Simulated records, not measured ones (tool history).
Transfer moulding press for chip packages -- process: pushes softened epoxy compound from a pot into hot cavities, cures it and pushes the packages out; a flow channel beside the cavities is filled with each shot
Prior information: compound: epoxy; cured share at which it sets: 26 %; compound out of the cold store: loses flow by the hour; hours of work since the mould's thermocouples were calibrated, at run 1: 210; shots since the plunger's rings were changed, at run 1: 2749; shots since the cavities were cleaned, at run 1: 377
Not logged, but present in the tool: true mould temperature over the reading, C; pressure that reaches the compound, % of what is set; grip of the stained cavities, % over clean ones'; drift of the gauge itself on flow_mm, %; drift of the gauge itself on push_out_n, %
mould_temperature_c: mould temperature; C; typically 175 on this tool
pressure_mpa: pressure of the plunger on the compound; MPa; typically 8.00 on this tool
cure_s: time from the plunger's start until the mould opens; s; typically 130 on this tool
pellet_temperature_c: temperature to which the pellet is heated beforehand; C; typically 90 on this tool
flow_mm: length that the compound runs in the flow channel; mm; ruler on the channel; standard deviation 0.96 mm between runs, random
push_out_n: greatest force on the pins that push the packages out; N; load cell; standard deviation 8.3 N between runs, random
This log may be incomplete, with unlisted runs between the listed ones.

run     day  mould_temperature_c  pressure_mpa  cure_s  pellet_temperature_c  hours of work since the mould's thermocouples were calibrated  shots since the plunger's rings were changed  shots since the cavities were cleaned  incoming compound's hours out of the cold store  flow_mm  push_out_n
  1   0.000                  175          8.00     130                    90                                                            210                                          2749                                    377                                             34.2    766.1         553
      0.346  -- plunger's sealing rings changed
  2   1.212                  175          8.00     130                    90                                                            229                                           214                                    650                                             40.0    754.2         641
  3   2.292                  175          8.00     130                    86                                                            248                                           480                                    916                                             37.1    765.6         685
      2.504  -- cavities cleaned with cleaning compound and waxed
  4   3.967                  175          7.59     130                    90                                                            276                                           876                                    359                                             11.1    861.1         884
  5   5.671                  175          7.59     130                    90                                                            305                                          1296                                    779                                             14.4    840.8         813
      6.429  -- cavities cleaned with cleaning compound and waxed
  6   7.421                  175          7.59     130                    90                                                            334                                          1712                                    244                                             45.1    708.0         499
  7   8.354                  175          7.59     130                    90                                                            351                                          1942                                    474                                             27.1    781.7         590
  8   9.396                  175          7.59     156                    90                                                            369                                          2198                                    730                                             24.4    791.3         652
     10.396  -- cavities cleaned with cleaning compound and waxed
  9  10.783                  175          7.59     156                    90                                                            392                                          2525                                     95                                             35.8    741.5         430
 10  11.617                  175          7.59     156                    90                                                            406                                          2730                                    300                                             32.8    750.7         512
     11.833  -- cavities cleaned with cleaning compound and waxed, once more
     12.096  -- plunger's sealing rings changed
 11  13.238                  175          7.59     156                    90                                                            431                                           282                                    321                                             40.9    732.8         527
 12  14.171                  175          7.59     156                    90                                                            447                                           512                                    551                                             28.5    781.2         619
     15.875  -- cavities cleaned with cleaning compound and waxed
 13  15.875                  175          7.59     156                    90                                                            476                                           916                                      0                                             19.6    817.9         365
 14  16.612                  175          8.00     114                    90                                                            489                                          1097                                    181                                             21.0    832.7         507
 15  17.779                  180          8.00     128                    90                                                            509                                          1385                                    469                                             39.7    734.3         551
 16  19.112                  180          8.00     128                    90                                                            532                                          1713                                    797                                             44.9    711.6         663
     19.804  -- cavities cleaned with cleaning compound and waxed
 17  20.396                  180          7.12     125                    96                                                            553                                          2014                                    146                                             21.3    760.0         433
 18  21.654                  175          8.47     151                    98                                                            575                                          2324                                    456                                             43.5    748.9         591
     21.946  -- mould's thermocouples calibrated
 19  23.167                  175          6.43     130                    90                                                             21                                          2676                                    808                                             10.5    785.3         720
     23.779  -- plunger's sealing rings changed
     23.938  -- cavities cleaned with cleaning compound and waxed
 20  24.225                  175          6.43     130                    90                                                             37                                            94                                     71                                             37.0    692.2         413
 21  25.675                  175          6.43     130                    90                                                             62                                           451                                    428                                              9.2    804.0         609
 22  27.133                  175          6.43     130                    90                                                             87                                           811                                    788                                             14.7    776.4         701
     27.962  -- cavities cleaned with cleaning compound and waxed
 23  28.888                  175          8.26     130                    90                                                            116                                          1227                                    227                                             16.5    869.1         512
 24  29.979                  170          8.00     130                    80                                                            135                                          1497                                    497                                             43.9    753.0         664
 25  30.771                  175          7.30     122                    90                                                            149                                          1692                                    692                                             23.8    781.6         712
     31.942  -- cavities cleaned with cleaning compound and waxed
 26  32.296                  175          7.30     122                    90                                                            174                                          2052                                     88                                             27.0    765.7         429
 27  33.875                  174          8.00     118                    94                                                            202                                          2441                                    477                                             36.8    760.8         641
 28  34.617                  168          8.00     118                    90                                                            214                                          2623                                    659                                             34.3    794.9         957

4 options for the next run, each taken on its own from the tool as it stands now. Forecast them:
     35.342  -- plunger's sealing rings changed
  A  35.438                  175          8.00     146                    81                                                            227                                            23                                    836                                             17.8        ?           ?
     35.342  -- plunger's sealing rings changed
  B  35.438                  183          8.00     125                    90                                                            227                                            23                                    836                                             19.7        ?           ?
     35.342  -- plunger's sealing rings changed
  C  35.438                  175          8.00     130                    87                                                            227                                            23                                    836                                             28.0        ?           ?
     35.342  -- plunger's sealing rings changed
  D  35.438                  181          7.62     140                    90                                                            227                                            23                                    836                                             28.9        ?           ?

run  flow_mm  push_out_n
  A    857.3         679
  B    817.6         645
  C    809.0         682
  D    766.0         680
With the hidden condition removed and each run's random variation left untouched, the same runs would have given:
run  flow_mm  push_out_n
  A    859.1         353
  B    819.2         338
  C    810.7         355
  D    767.6         355
